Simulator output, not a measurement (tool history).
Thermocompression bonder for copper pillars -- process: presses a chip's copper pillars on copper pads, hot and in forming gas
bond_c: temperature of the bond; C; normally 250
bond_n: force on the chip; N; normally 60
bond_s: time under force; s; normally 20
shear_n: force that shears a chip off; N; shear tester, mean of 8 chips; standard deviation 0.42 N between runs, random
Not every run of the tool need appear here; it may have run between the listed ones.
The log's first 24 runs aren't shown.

run,hour,bond_c,bond_n,bond_s,hours of work since the heater was calibrated,hours of work since the force cell was calibrated,hours of work since the gas filter was changed,shear_n
25,499.6,222,47,14,394,368,221,40.8
26,527.4,250,64,20,412,385,238,79.7
27,543.9,238,39,24,422,396,249,58.9
28,561.5,238,39,24,434,407,260,58.8
29,578.6,238,39,24,444,418,271,57.8
30,591.5,238,39,54,453,426,279,76.5
31,604.9,256,55,12,461,435,287,67.6
32,625.2,266,60,51,474,448,300,110.7

What does the tool deliver on the next run?
33,652.2,260,43,33,491,465,317,?

Run 33 gave shear_n 87.5 N.
On a tool with no hidden condition, and with the same random variation, this run would have come out at shear_n 92.1 N.
